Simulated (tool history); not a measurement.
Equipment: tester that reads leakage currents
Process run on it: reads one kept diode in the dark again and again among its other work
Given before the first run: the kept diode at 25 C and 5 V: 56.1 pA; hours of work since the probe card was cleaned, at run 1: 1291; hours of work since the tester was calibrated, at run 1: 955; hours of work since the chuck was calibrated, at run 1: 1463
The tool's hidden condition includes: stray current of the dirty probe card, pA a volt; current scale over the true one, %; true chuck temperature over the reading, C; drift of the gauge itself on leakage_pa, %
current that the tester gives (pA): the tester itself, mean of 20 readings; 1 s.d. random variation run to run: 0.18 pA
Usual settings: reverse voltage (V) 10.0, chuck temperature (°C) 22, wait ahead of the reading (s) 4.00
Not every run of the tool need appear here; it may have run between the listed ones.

| run | day | reverse voltage (V) | chuck temperature (°C) | wait ahead of the reading (s) | hours of work since the probe card was cleaned | hours of work since the tester was calibrated | hours of work since the chuck was calibrated | current that the tester gives (pA) |
|---|---|---|---|---|---|---|---|---|
| 1 | 0.000 | 10.0 | 22 | 4.00 | 1291 | 955 | 1463 | 77.10 |
| 2 | 1.200 | 10.0 | 22 | 4.00 | 1314 | 978 | 1486 | 77.81 |
| 3 | 2.338 | 10.0 | 22 | 4.00 | 1335 | 1000 | 1508 | 77.75 |
| 4 | 3.354 | 10.0 | 58 | 4.00 | 1354 | 1019 | 1527 | 1045.95 |
| 5 | 4.325 | 10.0 | 58 | 4.00 | 1373 | 1037 | 1545 | 1050.60 |
| 6 | 5.750 | 10.0 | 58 | 4.00 | 1400 | 1064 | 1572 | 1048.08 |
| 7 | 6.454 | 10.0 | 22 | 4.00 | 1413 | 1077 | 1586 | 79.11 |
| 8 | 7.200 | 10.0 | 22 | 4.00 | 1427 | 1092 | 1600 | 79.40 |
| 9 | 8.842 | 10.3 | 22 | 4.00 | 1458 | 1123 | 1631 | 80.96 |
| 10 | 10.192 | 10.3 | 22 | 4.00 | 1484 | 1148 | 1656 | 81.49 |
| 11 | 11.000 | 10.0 | 22 | 8.08 | 1499 | 1163 | 1672 | 79.65 |
| 12 | 12.304 | 10.0 | 22 | 0.99 | 1524 | 1188 | 1696 | 82.26 |
|  | 13.792 | chuck's temperature calibrated |
| 13 | 13.792 | 10.0 | 22 | 0.99 | 1550 | 1215 | 0 | 73.76 |
| 14 | 15.058 | 10.0 | 22 | 0.99 | 1574 | 1239 | 24 | 74.18 |
| 15 | 16.704 | 9.6 | 22 | 0.99 | 1605 | 1270 | 55 | 72.85 |
| 16 | 17.633 | 9.6 | 21 | 0.99 | 1623 | 1287 | 73 | 68.23 |
| 17 | 19.092 | 3.4 | 20 | 4.99 | 1650 | 1315 | 100 | 36.68 |
| 18 | 20.254 | 19.2 | 22 | 3.30 | 1673 | 1337 | 122 | 105.94 |
| 19 | 21.712 | 3.4 | 42 | 4.00 | 1700 | 1365 | 150 | 197.63 |
| 20 | 22.808 | 14.5 | 22 | 4.00 | 1721 | 1385 | 171 | 91.22 |
| 21 | 23.679 | 11.5 | 59 | 4.00 | 1737 | 1402 | 187 | 1094.07 |
| 22 | 25.138 | 8.2 | 22 | 4.00 | 1765 | 1429 | 215 | 67.90 |
| 23 | 26.317 | 5.7 | 45 | 1.02 | 1787 | 1452 | 237 | 307.81 |
|  | 27.175 | probe card cleaned and baked |
| 24 | 27.600 | 14.6 | 44 | 1.02 | 8 | 1474 | 259 | 412.30 |
| 25 | 28.529 | 14.6 | 44 | 1.02 | 26 | 1491 | 276 | 417.14 |
| 26 | 29.800 | 13.9 | 39 | 1.08 | 50 | 1515 | 300 | 279.61 |
| 27 | 31.038 | 20.0 | 23 | 1.57 | 73 | 1539 | 324 | 92.60 |
| 28 | 32.446 | 10.0 | 49 | 4.00 | 100 | 1565 | 351 | 509.71 |

Forecast each of these 5 alternatives for the next run:
| A | 34.021 | 2.4 | 29 | 0.39 | 130 | 1595 | 380 | ? |
| B | 34.021 | 12.0 | 42 | 5.71 | 130 | 1595 | 380 | ? |
| C | 34.021 | 3.7 | 27 | 4.00 | 130 | 1595 | 380 | ? |
| D | 34.021 | 2.6 | 34 | 2.28 | 130 | 1595 | 380 | ? |
| E | 34.021 | 10.0 | 49 | 4.56 | 130 | 1595 | 380 | ? |

| run | current that the tester gives (pA) |
|---|---|
| A | 62.36 |
| B | 330.39 |
| C | 62.68 |
| D | 94.35 |
| E | 511.72 |
Stripped of hidden state, with their random variation kept, the same runs would have yielded:
| run | current that the tester gives (pA) |
|---|---|
| A | 59.16 |
| B | 314.38 |
| C | 59.24 |
| D | 89.67 |
| E | 488.67 |
